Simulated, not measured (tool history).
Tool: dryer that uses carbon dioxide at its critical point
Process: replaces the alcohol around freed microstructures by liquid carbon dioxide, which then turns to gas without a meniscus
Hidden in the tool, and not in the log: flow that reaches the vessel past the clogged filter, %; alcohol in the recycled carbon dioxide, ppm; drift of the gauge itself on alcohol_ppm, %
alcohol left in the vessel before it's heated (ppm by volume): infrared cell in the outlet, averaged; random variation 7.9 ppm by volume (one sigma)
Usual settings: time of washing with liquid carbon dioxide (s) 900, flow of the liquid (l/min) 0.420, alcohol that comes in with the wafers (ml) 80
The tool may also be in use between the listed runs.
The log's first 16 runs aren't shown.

run,day,time of washing with liquid carbon dioxide (s),flow of the liquid (l/min),alcohol that comes in with the wafers (ml),hours of work since the filter was changed,hours of work since the purifier's bed was changed,alcohol left in the vessel before it's heated (ppm by volume)
17,33.500,900,0.420,80,351,1043,1096
# day 36.025: inlet filter changed
18,36.225,900,0.420,80,2,1067,636
19,37.425,900,0.420,80,13,1078,660
20,39.158,660,0.254,46,28,1093,5170
21,40.729,660,0.252,91,42,1108,10309
22,43.521,900,0.470,80,67,1132,500
23,45.342,900,0.470,80,83,1149,509
24,48.104,900,0.470,29,108,1173,343
25,50.583,900,0.470,23,130,1196,333
26,52.479,900,0.470,23,147,1212,347
27,55.062,900,0.470,23,170,1236,371
# day 55.508: purifier's bed changed
28,57.042,600,0.417,23,187,14,936
29,58.950,900,0.440,28,204,31,205
30,60.467,600,0.326,23,217,44,1962
31,62.604,600,0.326,23,236,63,2082
32,63.812,600,0.347,42,247,74,3207
33,65.475,900,0.396,27,262,89,353
34,66.683,900,0.396,27,273,100,371
35,68.900,780,0.396,108,292,120,2627

Forecast each of these 3 alternatives for the next run:
A,70.242,900,0.274,61,304,132,?
B,70.242,720,0.284,108,304,132,?
C,70.242,780,0.396,24,304,132,?

run,alcohol left in the vessel before it's heated (ppm by volume)
A,3276
B,9591
C,634
Without the tool's hidden state the same runs would have given:
run,alcohol left in the vessel before it's heated (ppm by volume)
A,2066
B,6564
C,344
